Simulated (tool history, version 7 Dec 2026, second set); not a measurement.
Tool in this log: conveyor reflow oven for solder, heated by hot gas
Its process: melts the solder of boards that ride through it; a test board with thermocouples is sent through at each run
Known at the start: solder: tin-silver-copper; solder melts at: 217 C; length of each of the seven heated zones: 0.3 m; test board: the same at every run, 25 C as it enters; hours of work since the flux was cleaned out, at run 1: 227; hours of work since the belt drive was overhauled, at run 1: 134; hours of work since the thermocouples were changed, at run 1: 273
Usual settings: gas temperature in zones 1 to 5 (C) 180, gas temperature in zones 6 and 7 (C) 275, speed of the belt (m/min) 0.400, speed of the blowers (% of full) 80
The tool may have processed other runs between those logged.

run   hour  gas temperature in zones 1 to 5 (C)  gas temperature in zones 6 and 7 (C)  speed of the belt (m/min)  speed of the blowers (% of full)  hours of work since the flux was cleaned out  hours of work since the belt drive was overhauled  hours of work since the thermocouples were changed  highest temperature of the board (C)  time above the solder's melting point (s)
  1    0.0                                  180                                   275                      0.400                                80                                           227                                                134                                                 273                                 265.7                                       80.4
  2   38.6                                  180                                   275                      0.400                                80                                           256                                                163                                                 302                                 265.4                                       80.2
  3   72.8                                  180                                   263                      0.400                                80                                           281                                                189                                                 328                                 254.6                                       72.9
     112.5  -- flux residue cleaned out of gas plates and filters
  4  121.3                                  172                                   275                      0.400                                80                                             7                                                221                                                 360                                 266.0                                       77.5
  5  141.6                                  172                                   275                      0.400                                80                                            22                                                236                                                 375                                 265.6                                       78.0
  6  183.5                                  172                                   275                      0.400                                80                                            53                                                267                                                 406                                 265.5                                       77.7
  7  203.6                                  172                                   275                      0.400                                80                                            68                                                282                                                 421                                 265.0                                       77.6
  8  226.8                                  172                                   275                      0.400                                80                                            85                                                300                                                 439                                 265.8                                       77.5
  9  257.9                                  180                                   275                      0.400                                80                                           108                                                323                                                 462                                 266.1                                       80.9
 10  286.7                                  180                                   275                      0.400                                80                                           130                                                344                                                 483                                 266.6                                       81.8
 11  321.8                                  184                                   275                      0.400                                80                                           156                                                370                                                 509                                 266.6                                       82.7
     328.2  -- belt drive overhauled, speed set with a stopwatch
 12  362.1                                  184                                   275                      0.400                                80                                           183                                                 25                                                 536                                 267.3                                       83.2
 13  406.2                                  180                                   275                      0.400                                80                                           216                                                 58                                                 569                                 266.3                                       81.9
 14  426.9                                  180                                   275                      0.400                                80                                           231                                                 73                                                 585                                 267.3                                       82.3
 15  451.7                                  180                                   275                      0.400                                80                                           250                                                 92                                                 603                                 266.6                                       81.5
 16  486.1                                  175                                   275                      0.400                                80                                           275                                                118                                                 629                                 266.7                                       80.3
 17  523.0                                  175                                   275                      0.400                                80                                           303                                                145                                                 656                                 265.3                                       80.2
     533.3  -- belt drive overhauled, speed set with a stopwatch, once more
     538.3  -- flux residue cleaned out of gas plates and filters
 18  555.0                                  180                                   289                      0.424                                56                                            12                                                 12                                                 673                                 274.1                                       79.1
 19  598.6                                  191                                   275                      0.400                                74                                            45                                                 45                                                 706                                 267.5                                       86.6
 20  623.5                                  180                                   275                      0.400                                61                                            63                                                 63                                                 724                                 264.2                                       79.7
 21  658.2                                  178                                   264                      0.400                                61                                            89                                                 89                                                 750                                 253.8                                       70.9
 22  703.3                                  192                                   277                      0.444                                80                                           123                                                123                                                 784                                 268.6                                       78.0
 23  732.3                                  188                                   266                      0.444                                80                                           144                                                144                                                 805                                 258.2                                       71.0
 24  762.3                                  194                                   284                      0.400                                84                                           167                                                167                                                 828                                 278.0                                       91.1
 25  804.3                                  171                                   271                      0.400                                80                                           198                                                198                                                 859                                 262.4                                       75.4
 26  830.5                                  180                                   276                      0.478                                80                                           218                                                218                                                 879                                 263.0                                       65.7
 27  861.1                                  180                                   276                      0.478                                80                                           240                                                240                                                 901                                 263.9                                       65.6
     866.8  -- thermocouples of zones 6 and 7 changed
 28  887.3                                  188                                   282                      0.426                                86                                           258                                                258                                                  15                                 271.1                                       81.5
 29  925.2                                  194                                   275                      0.400                                82                                           287                                                287                                                  44                                 266.5                                       88.5

Consider 4 possible next runs. They are alternatives, not a sequence: every one starts from the tool as it was left by run 29. What does each give?
     955.6  -- flux residue cleaned out of gas plates and filters
  A  967.0                                  194                                   278                      0.400                                82                                             9                                                314                                                  71                                     ?                                          ?
     955.6  -- flux residue cleaned out of gas plates and filters
  B  967.0                                  179                                   275                      0.389                                63                                             9                                                314                                                  71                                     ?                                          ?
     955.6  -- flux residue cleaned out of gas plates and filters
  C  967.0                                  180                                   275                      0.400                                89                                             9                                                314                                                  71                                     ?                                          ?
     955.6  -- flux residue cleaned out of gas plates and filters
  D  967.0                                  180                                   266                      0.400                                80                                             9                                                314                                                  71                                     ?                                          ?

run  highest temperature of the board (C)  time above the solder's melting point (s)
  A                                 270.6                                       88.8
  B                                 264.2                                       82.2
  C                                 267.9                                       82.0
  D                                 257.7                                       76.7
Stripped of hidden state, with their random variation kept, the same runs would have yielded:
run  highest temperature of the board (C)  time above the solder's melting point (s)
  A                                 270.0                                       87.9
  B                                 263.6                                       81.2
  C                                 267.3                                       81.1
  D                                 257.1                                       75.8
